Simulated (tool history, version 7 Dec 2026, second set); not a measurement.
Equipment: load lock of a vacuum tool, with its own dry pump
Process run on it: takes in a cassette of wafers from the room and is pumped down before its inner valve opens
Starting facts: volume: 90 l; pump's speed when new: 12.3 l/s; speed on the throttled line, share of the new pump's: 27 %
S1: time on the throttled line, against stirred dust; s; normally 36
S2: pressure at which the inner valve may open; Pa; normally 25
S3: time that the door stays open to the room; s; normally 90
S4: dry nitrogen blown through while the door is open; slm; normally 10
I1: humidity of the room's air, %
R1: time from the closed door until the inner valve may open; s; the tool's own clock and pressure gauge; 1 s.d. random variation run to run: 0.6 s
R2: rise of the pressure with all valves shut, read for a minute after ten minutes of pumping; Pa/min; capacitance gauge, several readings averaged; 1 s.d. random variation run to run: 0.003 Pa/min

{"run": 1, "day": 0.0, "S1": 36, "S2": 25, "S3": 90, "S4": 10, "I1": 49.8, "R1": 88.5, "R2": 0.056}
{"run": 2, "day": 1.683, "S1": 36, "S2": 25, "S3": 90, "S4": 10, "I1": 46.6, "R1": 88.1, "R2": 0.048}
{"run": 3, "day": 4.092, "S1": 25, "S2": 25, "S3": 90, "S4": 10, "I1": 43.6, "R1": 80.0, "R2": 0.047}
{"run": 4, "day": 6.554, "S1": 25, "S2": 25, "S3": 90, "S4": 10, "I1": 45.6, "R1": 80.3, "R2": 0.051}
{"run": 5, "day": 8.738, "S1": 25, "S2": 46, "S3": 90, "S4": 10, "I1": 42.7, "R1": 76.4, "R2": 0.048}
{"run": 6, "day": 12.179, "S1": 25, "S2": 46, "S3": 90, "S4": 10, "I1": 47.4, "R1": 75.6, "R2": 0.055}
{"run": 7, "day": 14.879, "S1": 25, "S2": 46, "S3": 90, "S4": 10, "I1": 43.2, "R1": 76.0, "R2": 0.05}
{"run": 8, "day": 16.625, "S1": 25, "S2": 46, "S3": 90, "S4": 10, "I1": 44.4, "R1": 75.2, "R2": 0.05}
{"run": 9, "day": 18.738, "S1": 25, "S2": 46, "S3": 90, "S4": 10, "I1": 42.3, "R1": 75.9, "R2": 0.047}
{"run": 10, "day": 20.704, "S1": 25, "S2": 46, "S3": 90, "S4": 10, "I1": 44.6, "R1": 74.9, "R2": 0.051}
{"run": 11, "day": 22.854, "S1": 25, "S2": 46, "S3": 90, "S4": 10, "I1": 46.8, "R1": 75.5, "R2": 0.058}
{"run": 12, "day": 26.642, "S1": 25, "S2": 46, "S3": 90, "S4": 10, "I1": 44.9, "R1": 75.5, "R2": 0.057}
{"run": 13, "day": 30.621, "S1": 25, "S2": 46, "S3": 90, "S4": 10, "I1": 47.4, "R1": 76.2, "R2": 0.055}
{"run": 14, "day": 32.625, "S1": 40, "S2": 26, "S3": 170, "S4": 7, "I1": 46.3, "R1": 90.5, "R2": 0.088}
{"run": 15, "day": 34.817, "S1": 40, "S2": 26, "S3": 45, "S4": 14, "I1": 46.4, "R1": 91.3, "R2": 0.035}
{"run": 16, "day": 38.442, "S1": 43, "S2": 43, "S3": 162, "S4": 10, "I1": 45.8, "R1": 91.4, "R2": 0.075}
{"run": 17, "day": 40.162, "S1": 33, "S2": 22, "S3": 46, "S4": 7, "I1": 45.7, "R1": 87.5, "R2": 0.032}
{"run": 18, "day": 42.717, "S1": 33, "S2": 22, "S3": 46, "S4": 7, "I1": 45.0, "R1": 88.1, "R2": 0.04}
{"run": 19, "day": 46.396, "S1": 33, "S2": 22, "S3": 46, "S4": 7, "I1": 49.2, "R1": 86.8, "R2": 0.041}
{"run": 20, "day": 49.075, "S1": 33, "S2": 22, "S3": 46, "S4": 7, "I1": 43.6, "R1": 88.1, "R2": 0.038}
{"run": 21, "day": 52.304, "S1": 36, "S2": 25, "S3": 125, "S4": 36, "I1": 45.4, "R1": 88.1, "R2": 0.044}
{"run": 22, "day": 55.188, "S1": 36, "S2": 22, "S3": 36, "S4": 10, "I1": 45.9, "R1": 89.8, "R2": 0.033}
{"run": 23, "day": 58.083, "S1": 30, "S2": 18, "S3": 159, "S4": 10, "I1": 41.9, "R1": 87.3, "R2": 0.07}
{"run": 24, "day": 60.492, "S1": 47, "S2": 18, "S3": 40, "S4": 10, "I1": 44.9, "R1": 98.6, "R2": 0.034}
{"run": 25, "day": 62.404, "S1": 47, "S2": 18, "S3": 40, "S4": 10, "I1": 43.9, "R1": 99.7, "R2": 0.031}

Pick out some run-to-run changes in R1. Of each, how much would a tool without hidden state show as well, from the settings, what came in and chance, and how much is left for the hidden state and any gauge scatter not in both results compared?
Unlogged tool condition in this case: pump's speed, % of a new pump's; leak at the door's seal, Pa l/s; drift of the gauge itself on ready_s, %; drift of the gauge itself on rise_pa_min, %.
Run 1 -> 2: nothing adjusted, nothing logged. R1 -0.4 s: hidden state +0.2, all else -0.6.
Run 4 -> 5: S2 25 -> 46. R1 -3.9 s: hidden state -0.1, all else -3.8.
Run 13 -> 14: S1 25 -> 40, S2 46 -> 26, S3 90 -> 170, S4 10 -> 7. R1 +14.3 s: hidden state +0.0, all else +14.3.
Run 23 -> 24: S1 30 -> 47, S3 159 -> 40. R1 +11.3 s: hidden state -0.1, all else +11.4.

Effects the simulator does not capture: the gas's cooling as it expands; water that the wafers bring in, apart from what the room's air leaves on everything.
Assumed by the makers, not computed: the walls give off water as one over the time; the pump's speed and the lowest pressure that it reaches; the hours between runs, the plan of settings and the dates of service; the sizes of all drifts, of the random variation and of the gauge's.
